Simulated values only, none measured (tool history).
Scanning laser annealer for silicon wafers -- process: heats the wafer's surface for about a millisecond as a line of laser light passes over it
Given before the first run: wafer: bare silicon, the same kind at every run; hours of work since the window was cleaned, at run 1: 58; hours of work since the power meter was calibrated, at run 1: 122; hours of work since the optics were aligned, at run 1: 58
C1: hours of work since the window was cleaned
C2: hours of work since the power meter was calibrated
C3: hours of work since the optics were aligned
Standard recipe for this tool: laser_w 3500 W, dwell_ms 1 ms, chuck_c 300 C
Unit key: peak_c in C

run 1 hour=0 | laser_w=3500 dwell_ms=1 chuck_c=300 | C1=58 C2=122 C3=58 | peak_c=1010
run 2 hour=21.6 | laser_w=3500 dwell_ms=1 chuck_c=300 | C1=74 C2=138 C3=74 | peak_c=1009
run 3 hour=46.3 | laser_w=3500 dwell_ms=1 chuck_c=272 | C1=92 C2=156 C3=92 | peak_c=983
run 4 hour=83.4 | laser_w=3500 dwell_ms=1 chuck_c=272 | C1=120 C2=184 C3=120 | peak_c=979
run 5 hour=105.7 | laser_w=3500 dwell_ms=1.12 chuck_c=300 | C1=137 C2=201 C3=137 | peak_c=1043
run 6 hour=140.7 | laser_w=3500 dwell_ms=1 chuck_c=324 | C1=163 C2=227 C3=163 | peak_c=1031
run 7 hour=188.7 | laser_w=3500 dwell_ms=1 chuck_c=300 | C1=199 C2=263 C3=199 | peak_c=1006
run 8 hour=215.3 | laser_w=3500 dwell_ms=1 chuck_c=300 | C1=219 C2=283 C3=219 | peak_c=999
run 9 hour=255.2 | laser_w=3500 dwell_ms=1 chuck_c=300 | C1=249 C2=313 C3=249 | peak_c=1002
run 10 hour=277.7 | laser_w=3500 dwell_ms=1 chuck_c=300 | C1=266 C2=330 C3=266 | peak_c=999
run 11 hour=306 | laser_w=3500 dwell_ms=0.83 chuck_c=300 | C1=287 C2=351 C3=287 | peak_c=941
run 12 hour=342.7 | laser_w=3500 dwell_ms=0.83 chuck_c=300 | C1=315 C2=379 C3=315 | peak_c=941
run 13 hour=370 | laser_w=3500 dwell_ms=0.83 chuck_c=300 | C1=335 C2=399 C3=335 | peak_c=935
run 14 hour=389.7 | laser_w=3500 dwell_ms=0.83 chuck_c=300 | C1=350 C2=414 C3=350 | peak_c=937
run 15 hour=423.5 | laser_w=3396 dwell_ms=0.95 chuck_c=282 | C1=376 C2=440 C3=376 | peak_c=943
run 16 hour=452.4 | laser_w=3396 dwell_ms=0.95 chuck_c=282 | C1=397 C2=461 C3=397 | peak_c=942
run 17 hour=479.8 | laser_w=3659 dwell_ms=1.2 chuck_c=300 | C1=418 C2=482 C3=418 | peak_c=1086
-- hour=488.5 optics aligned, line set to its width
-- hour=493.6 window over the wafer cleaned
run 18 hour=516.7 | laser_w=3128 dwell_ms=1 chuck_c=296 | C1=17 C2=504 C3=20 | peak_c=938
run 19 hour=551 | laser_w=3128 dwell_ms=1 chuck_c=296 | C1=43 C2=530 C3=45 | peak_c=942
run 20 hour=598.4 | laser_w=3128 dwell_ms=1 chuck_c=296 | C1=79 C2=566 C3=81 | peak_c=939
run 21 hour=627.7 | laser_w=3128 dwell_ms=1 chuck_c=296 | C1=101 C2=588 C3=103 | peak_c=937
run 22 hour=665.7 | laser_w=3128 dwell_ms=1 chuck_c=296 | C1=129 C2=616 C3=132 | peak_c=935
run 23 hour=703.5 | laser_w=3128 dwell_ms=1 chuck_c=296 | C1=158 C2=644 C3=160 | peak_c=933
run 24 hour=727.6 | laser_w=3088 dwell_ms=1.14 chuck_c=300 | C1=176 C2=663 C3=178 | peak_c=969
-- hour=754.7 optics aligned, line set to its width, once more
run 25 hour=767 | laser_w=3390 dwell_ms=1.14 chuck_c=293 | C1=202 C2=688 C3=9 | peak_c=1025

What if the next run were any one of these 5? Each begins from the tool's condition after run 25:
run A hour=793 | laser_w=3146 dwell_ms=0.88 chuck_c=300 | C1=221 C2=708 C3=29 | peak_c=?
run B hour=793 | laser_w=3123 dwell_ms=1.14 chuck_c=308 | C1=221 C2=708 C3=29 | peak_c=?
run C hour=793 | laser_w=3375 dwell_ms=1.21 chuck_c=262 | C1=221 C2=708 C3=29 | peak_c=?
run D hour=793 | laser_w=3725 dwell_ms=0.79 chuck_c=293 | C1=221 C2=708 C3=29 | peak_c=?
run E hour=793 | laser_w=3026 dwell_ms=0.78 chuck_c=286 | C1=221 C2=708 C3=29 | peak_c=?

run=A peak_c=905
run=B peak_c=984
run=C peak_c=1010
run=D peak_c=964
run=E peak_c=834
The same runs, with their run-to-run variation unchanged, on a tool lacking any hidden condition would have given:
run=A peak_c=912
run=B peak_c=992
run=C peak_c=1019
run=D peak_c=972
run=E peak_c=841

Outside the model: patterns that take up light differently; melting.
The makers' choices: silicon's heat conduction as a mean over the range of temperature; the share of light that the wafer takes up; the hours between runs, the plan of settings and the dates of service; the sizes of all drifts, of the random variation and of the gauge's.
